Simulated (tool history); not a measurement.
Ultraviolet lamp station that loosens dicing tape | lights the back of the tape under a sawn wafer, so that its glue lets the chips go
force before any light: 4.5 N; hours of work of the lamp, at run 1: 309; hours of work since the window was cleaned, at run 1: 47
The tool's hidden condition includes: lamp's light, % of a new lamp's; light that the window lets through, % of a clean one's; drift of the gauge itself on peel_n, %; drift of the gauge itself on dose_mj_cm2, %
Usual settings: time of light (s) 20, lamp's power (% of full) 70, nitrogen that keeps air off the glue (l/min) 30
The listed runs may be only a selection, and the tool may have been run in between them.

run   hour  time of light (s)  lamp's power (% of full)  nitrogen that keeps air off the glue (l/min)  hours of work of the lamp  hours of work since the window was cleaned  force that peels the tape off (N)  light that reached the tape (mJ/cm²)
  1      0                 20                        70                                            30                        309                                          47                                0.5                                   448
  2    6.1                 20                        70                                            30                        313                                          51                              0.496                                   447
  3   15.8                 20                        70                                            30                        320                                          58                              0.486                                   442
  4   26.1                 20                        88                                            30                        327                                          65                              0.353                                   557
  5   33.7                 20                        70                                            12                        332                                          71                              0.699                                   446
  6   41.4                 20                        70                                            24                        338                                          76                               0.54                                   443
  7     51                 20                        70                                            57                        345                                          83                              0.418                                   440
  8   59.1                 20                        70                                            57                        350                                          88                              0.405                                   438
  9   64.6                 20                        70                                            30                        354                                          92                               0.52                                   440
 10     71                 20                        67                                            30                        358                                          97                               0.55                                   416
 11   77.5                 20                        67                                            30                        363                                         101                               0.56                                   413
 12   88.2                 20                        67                                            18                        370                                         109                              0.682                                   419
 13   95.2                 20                        70                                            30                        375                                         113                              0.489                                   435
 14  106.2                 30                        70                                            13                        383                                         121                              0.366                                   653
 15  116.5                 26                        70                                            24                        390                                         128                              0.364                                   561
 16  126.7                 25                        70                                            29                        397                                         135                              0.346                                   532
 17  137.9                 25                        70                                            29                        405                                         143                              0.371                                   530
 18  145.5                 25                        70                                            29                        410                                         148                              0.356                                   531
 19  150.9                 20                        81                                            30                        414                                         152                              0.416                                   502
 20  157.5                 20                        81                                            30                        419                                         157                              0.406                                   493
 21  167.6                 20                        81                                            30                        426                                         164                              0.414                                   496

Run 22, settings as shown, results not yet in. Your forecast:
 22  179.7                 20                        81                                            30                        434                                         172                                  ?                                     ?

Run 22 yielded force that peels the tape off (N) 0.417, light that reached the tape (mJ/cm²) 494.
With no hidden state in the tool, this same run would have given force that peels the tape off (N) 0.332, light that reached the tape (mJ/cm²) 567.
